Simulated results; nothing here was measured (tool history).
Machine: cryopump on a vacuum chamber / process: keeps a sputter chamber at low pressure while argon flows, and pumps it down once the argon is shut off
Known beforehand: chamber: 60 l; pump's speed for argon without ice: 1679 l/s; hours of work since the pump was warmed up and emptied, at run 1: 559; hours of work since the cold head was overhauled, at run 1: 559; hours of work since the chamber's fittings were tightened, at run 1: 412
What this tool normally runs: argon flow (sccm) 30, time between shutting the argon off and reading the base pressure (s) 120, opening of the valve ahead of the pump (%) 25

| run | day | argon flow (sccm) | time between shutting the argon off and reading the base pressure (s) | opening of the valve ahead of the pump (%) | hours of work since the pump was warmed up and emptied | hours of work since the cold head was overhauled | hours of work since the chamber's fittings were tightened | pressure while argon flows (Pa) | pressure after the wait (uPa) |
|---|---|---|---|---|---|---|---|---|---|
| 1 | 0.000 | 30 | 120 | 25 | 559 | 559 | 412 | 0.1301 | 1.19 |
| 2 | 1.204 | 30 | 120 | 25 | 577 | 577 | 430 | 0.1295 | 1.15 |
| 3 | 2.254 | 30 | 120 | 25 | 593 | 593 | 446 | 0.1292 | 1.25 |
| 4 | 3.417 | 30 | 120 | 25 | 610 | 610 | 464 | 0.1306 | 1.17 |
| 5 | 4.462 | 30 | 120 | 25 | 626 | 626 | 479 | 0.1300 | 1.25 |
| 6 | 5.279 | 30 | 120 | 25 | 638 | 638 | 492 | 0.1303 | 1.25 |
| 7 | 6.183 | 30 | 120 | 25 | 652 | 652 | 505 | 0.1310 | 1.24 |
| 8 | 7.171 | 30 | 120 | 28 | 667 | 667 | 520 | 0.1183 | 1.27 |
| 9 | 7.775 | 30 | 62 | 28 | 676 | 676 | 529 | 0.1195 | 1.88 |
| 10 | 8.358 | 30 | 62 | 28 | 685 | 685 | 538 | 0.1197 | 1.76 |
| 11 | 9.492 | 30 | 62 | 28 | 702 | 702 | 555 | 0.1190 | 1.83 |
| 12 | 10.383 | 30 | 62 | 28 | 715 | 715 | 569 | 0.1188 | 1.88 |
| 13 | 10.971 | 30 | 120 | 59 | 724 | 724 | 577 | 0.0626 | 1.34 |
| 14 | 11.629 | 30 | 120 | 59 | 734 | 734 | 587 | 0.0637 | 1.36 |
| 15 | 12.325 | 30 | 120 | 59 | 744 | 744 | 598 | 0.0638 | 1.43 |
|  | 12.983 | pump warmed up, emptied and cooled again |
| 16 | 13.025 | 30 | 120 | 25 | 1 | 752 | 605 | 0.1211 | 1.13 |
| 17 | 14.142 | 30 | 120 | 25 | 17 | 769 | 622 | 0.1222 | 1.17 |
| 18 | 15.204 | 30 | 120 | 25 | 33 | 785 | 638 | 0.1215 | 1.20 |
| 19 | 16.271 | 19 | 41 | 49 | 50 | 801 | 654 | 0.0393 | 2.31 |
| 20 | 17.017 | 39 | 187 | 17 | 61 | 812 | 665 | 0.2337 | 1.01 |
| 21 | 18.012 | 39 | 187 | 17 | 76 | 827 | 680 | 0.2322 | 1.04 |
| 22 | 18.821 | 25 | 205 | 43 | 88 | 839 | 693 | 0.0596 | 1.00 |
| 23 | 19.733 | 25 | 205 | 43 | 102 | 853 | 706 | 0.0602 | 1.05 |
| 24 | 20.671 | 22 | 23 | 25 | 116 | 867 | 720 | 0.0903 | 3.76 |
| 25 | 21.346 | 22 | 23 | 18 | 126 | 877 | 731 | 0.1256 | 3.73 |
| 26 | 22.342 | 22 | 219 | 18 | 141 | 892 | 746 | 0.1249 | 1.07 |
| 27 | 23.458 | 51 | 36 | 18 | 158 | 909 | 762 | 0.2896 | 2.64 |
| 28 | 24.571 | 15 | 214 | 28 | 175 | 926 | 779 | 0.0549 | 1.01 |
| 29 | 25.733 | 15 | 152 | 18 | 192 | 943 | 797 | 0.0862 | 1.23 |
| 30 | 26.788 | 15 | 152 | 18 | 208 | 959 | 813 | 0.0861 | 1.22 |
| 31 | 27.617 | 15 | 152 | 46 | 221 | 972 | 825 | 0.0339 | 1.21 |
| 32 | 28.571 | 28 | 124 | 37 | 235 | 986 | 840 | 0.0802 | 1.33 |
| 33 | 29.083 | 27 | 40 | 35 | 243 | 994 | 847 | 0.0816 | 2.55 |
| 34 | 29.767 | 27 | 40 | 35 | 253 | 1004 | 858 | 0.0824 | 2.53 |
| 35 | 30.979 | 27 | 40 | 32 | 271 | 1022 | 876 | 0.0891 | 2.63 |

What if the next run were any one of these 3? Each begins from the tool's condition after run 35:
| A | 32.008 | 58 | 120 | 23 | 287 | 1038 | 891 | ? | ? |
| B | 32.008 | 14 | 22 | 30 | 287 | 1038 | 891 | ? | ? |
| C | 32.008 | 35 | 120 | 25 | 287 | 1038 | 891 | ? | ? |

| run | pressure while argon flows (Pa) | pressure after the wait (uPa) |
|---|---|---|
| A | 0.2631 | 1.39 |
| B | 0.0484 | 4.19 |
| C | 0.1467 | 1.44 |
Without the tool's unlogged condition, the same runs would have read:
| run | pressure while argon flows (Pa) | pressure after the wait (uPa) |
|---|---|---|
| A | 0.2548 | 0.76 |
| B | 0.0464 | 3.54 |
| C | 0.1416 | 0.80 |
